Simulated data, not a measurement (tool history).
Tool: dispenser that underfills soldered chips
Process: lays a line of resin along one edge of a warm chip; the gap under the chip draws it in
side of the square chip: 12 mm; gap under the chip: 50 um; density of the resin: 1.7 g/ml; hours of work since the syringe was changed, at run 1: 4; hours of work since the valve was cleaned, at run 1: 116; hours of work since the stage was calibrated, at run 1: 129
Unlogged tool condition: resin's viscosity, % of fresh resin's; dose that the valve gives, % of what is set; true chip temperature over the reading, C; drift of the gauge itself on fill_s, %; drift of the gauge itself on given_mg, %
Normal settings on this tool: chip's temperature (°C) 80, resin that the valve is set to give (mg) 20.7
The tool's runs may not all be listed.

| run | hour | chip's temperature (°C) | resin that the valve is set to give (mg) | hours of work since the syringe was changed | hours of work since the valve was cleaned | hours of work since the stage was calibrated | time until the resin shows at the far edge (s) | resin that the valve gave (mg) |
|---|---|---|---|---|---|---|---|---|
| 1 | 0 | 80 | 20.7 | 4 | 116 | 129 | 54.6 | 19.28 |
|  | 1.5 | dispensing valve cleaned and set on the balance |
|  | 2.9 | new syringe of resin |
| 2 | 5.5 | 80 | 20.7 | 2 | 3 | 132 | 49.8 | 20.56 |
| 3 | 7.4 | 80 | 20.7 | 3 | 4 | 133 | 51.2 | 20.83 |
|  | 10.2 | new syringe of resin |
| 4 | 11.1 | 80 | 17.8 | 1 | 7 | 136 | 47.2 | 17.72 |
| 5 | 15.7 | 80 | 17.8 | 4 | 11 | 140 | 56.2 | 17.77 |
|  | 17.6 | new syringe of resin |
| 6 | 17.9 | 80 | 17.8 | 0 | 12 | 141 | 46.5 | 17.81 |
| 7 | 20.8 | 80 | 17.8 | 2 | 14 | 143 | 50.5 | 17.74 |
| 8 | 22.8 | 80 | 18.4 | 4 | 16 | 145 | 53.3 | 18.21 |
|  | 25 | new syringe of resin |
| 9 | 26.3 | 80 | 18.4 | 1 | 18 | 147 | 47.4 | 18.1 |
| 10 | 30.4 | 80 | 18.4 | 4 | 22 | 151 | 54.6 | 18.07 |
|  | 32.2 | new syringe of resin |
| 11 | 33.5 | 73 | 21.6 | 1 | 24 | 153 | 67.3 | 21.47 |
| 12 | 36 | 80 | 19 | 3 | 26 | 155 | 52.4 | 18.73 |
|  | 39.5 | new syringe of resin |
| 13 | 40.1 | 95 | 20.7 | 0 | 29 | 158 | 23 | 20.4 |
| 14 | 43 | 80 | 24.8 | 3 | 31 | 160 | 50.3 | 24.47 |
| 15 | 46.3 | 72 | 21.4 | 5 | 34 | 163 | 83.8 | 20.98 |
|  | 47 | new syringe of resin |
| 16 | 48.9 | 66 | 20.3 | 1 | 35 | 164 | 97.5 | 19.93 |
| 17 | 51.6 | 80 | 18.2 | 4 | 37 | 167 | 54.1 | 17.9 |

5 ways to go on from here, each from the tool as it stands after run 17. What would each give?
|  | 54.4 | new syringe of resin |
| A | 54.4 | 74 | 24.3 | 0 | 39 | 168 | ? | ? |
|  | 54.4 | new syringe of resin |
| B | 54.4 | 73 | 20.7 | 0 | 39 | 168 | ? | ? |
|  | 54.4 | new syringe of resin |
| C | 54.4 | 68 | 21.1 | 0 | 39 | 168 | ? | ? |
|  | 54.4 | new syringe of resin |
| D | 54.4 | 89 | 22.5 | 0 | 39 | 168 | ? | ? |
|  | 54.4 | new syringe of resin |
| E | 54.4 | 84 | 18.8 | 0 | 39 | 168 | ? | ? |

| run | time until the resin shows at the far edge (s) | resin that the valve gave (mg) |
|---|---|---|
| A | 60.1 | 23.74 |
| B | 62.6 | 20.35 |
| C | 82.9 | 20.6 |
| D | 30.3 | 22.17 |
| E | 37.9 | 18.38 |
Stripped of hidden state, with their random variation kept, the same runs would have yielded:
| run | time until the resin shows at the far edge (s) | resin that the valve gave (mg) |
|---|---|---|
| A | 58.2 | 24.21 |
| B | 60.6 | 20.76 |
| C | 80.1 | 21.01 |
| D | 29.4 | 22.6 |
| E | 36.7 | 18.74 |
